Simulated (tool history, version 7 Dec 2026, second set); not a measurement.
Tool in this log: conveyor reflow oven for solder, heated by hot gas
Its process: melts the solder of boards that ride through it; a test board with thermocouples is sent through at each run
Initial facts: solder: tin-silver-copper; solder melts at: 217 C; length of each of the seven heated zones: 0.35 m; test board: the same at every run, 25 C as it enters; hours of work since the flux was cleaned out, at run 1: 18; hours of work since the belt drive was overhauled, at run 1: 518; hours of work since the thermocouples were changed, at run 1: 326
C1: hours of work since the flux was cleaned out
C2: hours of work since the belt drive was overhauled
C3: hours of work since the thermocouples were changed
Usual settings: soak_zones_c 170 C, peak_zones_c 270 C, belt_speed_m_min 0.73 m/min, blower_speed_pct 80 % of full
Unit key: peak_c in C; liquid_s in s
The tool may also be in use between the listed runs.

Run 1, hour 0: usual settings; C1 18; C2 518; C3 326. Result: peak_c 258.1 C, liquid_s 45.5 s.
Run 2, hour 93.5: usual settings but belt_speed_m_min 0.741 m/min; C1 86; C2 586; C3 394. Result: peak_c 257.7 C, liquid_s 44.9 s.
Run 3, hour 172.5: usual settings but blower_speed_pct 51 % of full; C1 143; C2 644; C3 451. Result: peak_c 253.5 C, liquid_s 42.2 s.
At hour 194.1: flux residue cleaned out of gas plates and filters.
Run 4, hour 265.6: usual settings but blower_speed_pct 51 % of full; C1 52; C2 708; C3 515. Result: peak_c 253.4 C, liquid_s 42.5 s.
Run 5, hour 323.2: usual settings but blower_speed_pct 51 % of full; C1 94; C2 750; C3 557. Result: peak_c 253.4 C, liquid_s 42.3 s.
At hour 360.7: belt drive overhauled, speed set with a stopwatch.
At hour 414.9: flux residue cleaned out of gas plates and filters.
Run 6, hour 425.5: usual settings but peak_zones_c 264 C; C1 8; C2 44; C3 625. Result: peak_c 252.5 C, liquid_s 43.2 s.
Run 7, hour 487.5: usual settings but peak_zones_c 264 C; C1 53; C2 89; C3 670. Result: peak_c 252.7 C, liquid_s 43 s.
Run 8, hour 581.8: usual settings but blower_speed_pct 85 % of full; C1 122; C2 157; C3 739. Result: peak_c 259 C, liquid_s 46 s.
At hour 639.1: flux residue cleaned out of gas plates and filters.
Run 9, hour 647.7: usual settings but blower_speed_pct 85 % of full; C1 6; C2 202; C3 783. Result: peak_c 258.6 C, liquid_s 45.9 s.
Run 10, hour 723.4: usual settings but peak_zones_c 268 C; C1 61; C2 257; C3 838. Result: peak_c 256.3 C, liquid_s 44.8 s.
At hour 772.2: thermocouples of zones 6 and 7 changed.
Run 11, hour 793.6: usual settings but soak_zones_c 175 C; C1 111; C2 306; C3 16. Result: peak_c 258.2 C, liquid_s 46.8 s.
At hour 857.9: flux residue cleaned out of gas plates and filters.
Run 12, hour 894.2: usual settings; C1 26; C2 376; C3 85. Result: peak_c 258 C, liquid_s 46 s.
Run 13, hour 937.9: usual settings; C1 58; C2 408; C3 117. Result: peak_c 257.8 C, liquid_s 45.6 s.
Run 14, hour 984.8: usual settings; C1 92; C2 442; C3 151. Result: peak_c 258 C, liquid_s 45.7 s.
At hour 1075.3: flux residue cleaned out of gas plates and filters.
Run 15, hour 1088.6: usual settings; C1 10; C2 514; C3 223. Result: peak_c 257.9 C, liquid_s 45.7 s.
Run 16, hour 1152.1: usual settings but peak_zones_c 265 C; C1 56; C2 560; C3 269. Result: peak_c 253.4 C, liquid_s 43.8 s.
Run 17, hour 1233.7: usual settings but peak_zones_c 265 C; C1 115; C2 620; C3 329. Result: peak_c 253.3 C, liquid_s 43.7 s.
At hour 1292.6: flux residue cleaned out of gas plates and filters.
Run 18, hour 1311.9: usual settings but peak_zones_c 265 C; C1 14; C2 673; C3 382. Result: peak_c 253.7 C, liquid_s 43.6 s.
Run 19, hour 1391.2: usual settings but soak_zones_c 167 C, peak_zones_c 275 C, belt_speed_m_min 0.684 m/min, blower_speed_pct 58 % of full; C1 72; C2 731; C3 440. Result: peak_c 261.2 C, liquid_s 49.4 s.
At hour 1458.7: belt drive overhauled, speed set with a stopwatch.
Run 20, hour 1493.2: usual settings but soak_zones_c 177 C, peak_zones_c 283 C; C1 143; C2 25; C3 511. Result: peak_c 270.7 C, liquid_s 52.1 s.
At hour 1516: flux residue cleaned out of gas plates and filters.
Run 21, hour 1597.3: usual settings but soak_zones_c 177 C, peak_zones_c 283 C; C1 59; C2 97; C3 583. Result: peak_c 270.8 C, liquid_s 51.9 s.
Run 22, hour 1667.9: usual settings but soak_zones_c 177 C, peak_zones_c 283 C; C1 111; C2 149; C3 635. Result: peak_c 270.9 C, liquid_s 52 s.
At hour 1733.2: flux residue cleaned out of gas plates and filters.
Run 23, hour 1749.3: usual settings but soak_zones_c 160 C, peak_zones_c 283 C, belt_speed_m_min 0.664 m/min; C1 12; C2 204; C3 690. Result: peak_c 271.9 C, liquid_s 53.7 s.
Run 24, hour 1850.1: usual settings but soak_zones_c 160 C, peak_zones_c 283 C, belt_speed_m_min 0.664 m/min; C1 85; C2 278; C3 764. Result: peak_c 271.5 C, liquid_s 54.1 s.
Run 25, hour 1932.6: usual settings but soak_zones_c 160 C, peak_zones_c 274 C, belt_speed_m_min 0.664 m/min, blower_speed_pct 63 % of full; C1 145; C2 338; C3 824. Result: peak_c 260.7 C, liquid_s 49.3 s.
At hour 1951.5: flux residue cleaned out of gas plates and filters.
Run 26, hour 1990: usual settings but soak_zones_c 160 C, peak_zones_c 274 C, belt_speed_m_min 0.664 m/min, blower_speed_pct 63 % of full; C1 28; C2 376; C3 862. Result: peak_c 260.6 C, liquid_s 48.9 s.
At hour 2014.1: thermocouples of zones 6 and 7 changed.
Run 27, hour 2086.5: usual settings but soak_zones_c 160 C, peak_zones_c 265 C, belt_speed_m_min 0.664 m/min, blower_speed_pct 65 % of full; C1 97; C2 445; C3 53. Result: peak_c 252.8 C, liquid_s 45.3 s.

Entry by entry between the runs, the difference in hidden state between the last listed run before and the first listed run after:
In the gap between runs 3 and 4: flux residue cleaned out of gas plates and filters (hour 194.1)
  heat that the gas passes to the board, % of a clean oven's: 99.7 -> 99.8; belt's true speed, % of the reading: 99.91 -> 99.89; true gas temperature in zones 6 and 7 over the reading, C: 0.1 -> 0.12
In the gap between runs 5 and 6: belt drive overhauled, speed set with a stopwatch (hour 360.7); flux residue cleaned out of gas plates and filters (hour 414.9)
  heat that the gas passes to the board, % of a clean oven's: 99.7 -> 100; belt's true speed, % of the reading: 99.89 -> 99.99; true gas temperature in zones 6 and 7 over the reading, C: 0.13 -> 0.14
In the gap between runs 8 and 9: flux residue cleaned out of gas plates and filters (hour 639.1)
  heat that the gas passes to the board, % of a clean oven's: 99.8 -> 100
In the gap between runs 10 and 11: thermocouples of zones 6 and 7 changed (hour 772.2)
  heat that the gas passes to the board, % of a clean oven's: 99.9 -> 99.8; belt's true speed, % of the reading: 99.96 -> 99.95; true gas temperature in zones 6 and 7 over the reading, C: 0.19 -> 0.03
In the gap between runs 11 and 12: flux residue cleaned out of gas plates and filters (hour 857.9)
  heat that the gas passes to the board, % of a clean oven's: 99.8 -> 99.9; belt's true speed, % of the reading: 99.95 -> 99.94; true gas temperature in zones 6 and 7 over the reading, C: 0.03 -> 0.05
In the gap between runs 14 and 15: flux residue cleaned out of gas plates and filters (hour 1075.3)
  heat that the gas passes to the board, % of a clean oven's: 99.8 -> 100; belt's true speed, % of the reading: 99.93 -> 99.92; true gas temperature in zones 6 and 7 over the reading, C: 0.06 -> 0.08
In the gap between runs 17 and 18: flux residue cleaned out of gas plates and filters (hour 1292.6)
  heat that the gas passes to the board, % of a clean oven's: 99.8 -> 100; belt's true speed, % of the reading: 99.9 -> 99.89; true gas temperature in zones 6 and 7 over the reading, C: 0.1 -> 0.11
In the gap between runs 19 and 20: belt drive overhauled, speed set with a stopwatch (hour 1458.7)
  heat that the gas passes to the board, % of a clean oven's: 99.9 -> 99.7; belt's true speed, % of the reading: 99.88 -> 100.01; true gas temperature in zones 6 and 7 over the reading, C: 0.12 -> 0.14
In the gap between runs 20 and 21: flux residue cleaned out of gas plates and filters (hour 1516)
  heat that the gas passes to the board, % of a clean oven's: 99.7 -> 99.9; belt's true speed, % of the reading: 100.01 -> 99.99; true gas temperature in zones 6 and 7 over the reading, C: 0.14 -> 0.15
In the gap between runs 22 and 23: flux residue cleaned out of gas plates and filters (hour 1733.2)
  heat that the gas passes to the board, % of a clean oven's: 99.8 -> 100; belt's true speed, % of the reading: 99.98 -> 99.97; true gas temperature in zones 6 and 7 over the reading, C: 0.16 -> 0.17
In the gap between runs 25 and 26: flux residue cleaned out of gas plates and filters (hour 1951.5)
  heat that the gas passes to the board, % of a clean oven's: 99.7 -> 99.9; true gas temperature in zones 6 and 7 over the reading, C: 0.2 -> 0.21
In the gap between runs 26 and 27: thermocouples of zones 6 and 7 changed (hour 2014.1)
  heat that the gas passes to the board, % of a clean oven's: 99.9 -> 99.8; belt's true speed, % of the reading: 99.95 -> 99.93; true gas temperature in zones 6 and 7 over the reading, C: 0.21 -> -0.01
